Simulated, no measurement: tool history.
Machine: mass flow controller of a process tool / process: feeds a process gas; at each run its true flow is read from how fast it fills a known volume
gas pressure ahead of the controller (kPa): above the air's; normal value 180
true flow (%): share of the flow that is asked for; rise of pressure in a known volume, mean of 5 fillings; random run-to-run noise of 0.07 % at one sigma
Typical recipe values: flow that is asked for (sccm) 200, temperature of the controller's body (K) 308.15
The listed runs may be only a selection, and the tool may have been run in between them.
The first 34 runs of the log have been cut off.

| run | hour | flow that is asked for (sccm) | gas pressure ahead of the controller (kPa) | temperature of the controller's body (K) | true flow (%) |
|---|---|---|---|---|---|
| 35 | 4672.6 | 419 | 144 | 305.15 | 100.26 |
| 36 | 4756.3 | 200 | 226 | 312.15 | 99.11 |
| 37 | 4878.4 | 482 | 181 | 300.15 | 100.34 |
| 38 | 5049.3 | 482 | 181 | 300.15 | 100.30 |
| 39 | 5232.2 | 482 | 181 | 300.15 | 100.54 |
| 40 | 5308.5 | 121 | 236 | 297.15 | 99.49 |
| 41 | 5402.2 | 303 | 162 | 308.15 | 100.14 |
| 42 | 5523.2 | 303 | 155 | 302.15 | 100.58 |
| 43 | 5661.0 | 82 | 178 | 311.15 | 99.85 |
| 44 | 5832.5 | 82 | 178 | 311.15 | 99.75 |
| 45 | 5915.9 | 428 | 171 | 297.15 | 100.98 |
| 46 | 6053.4 | 200 | 219 | 302.15 | 100.15 |
|  | 6180.6 | gauge calibrated |
| 47 | 6228.8 | 200 | 219 | 302.15 | 99.20 |
| 48 | 6362.9 | 273 | 180 | 306.15 | 99.63 |
| 49 | 6478.9 | 273 | 186 | 301.15 | 99.76 |

Consider 3 possible next runs. They are alternatives, not a sequence: every one starts from the tool as it was left by run 49. What does each give?
| A | 6596.3 | 200 | 195 | 308.15 | ? |
| B | 6596.3 | 200 | 244 | 298.15 | ? |
| C | 6596.3 | 200 | 185 | 308.15 | ? |

| run | true flow (%) |
|---|---|
| A | 99.42 |
| B | 99.30 |
| C | 99.52 |
With the hidden condition removed and each run's random variation left untouched, the same runs would have given:
| run | true flow (%) |
|---|---|
| A | 99.19 |
| B | 99.07 |
| C | 99.29 |

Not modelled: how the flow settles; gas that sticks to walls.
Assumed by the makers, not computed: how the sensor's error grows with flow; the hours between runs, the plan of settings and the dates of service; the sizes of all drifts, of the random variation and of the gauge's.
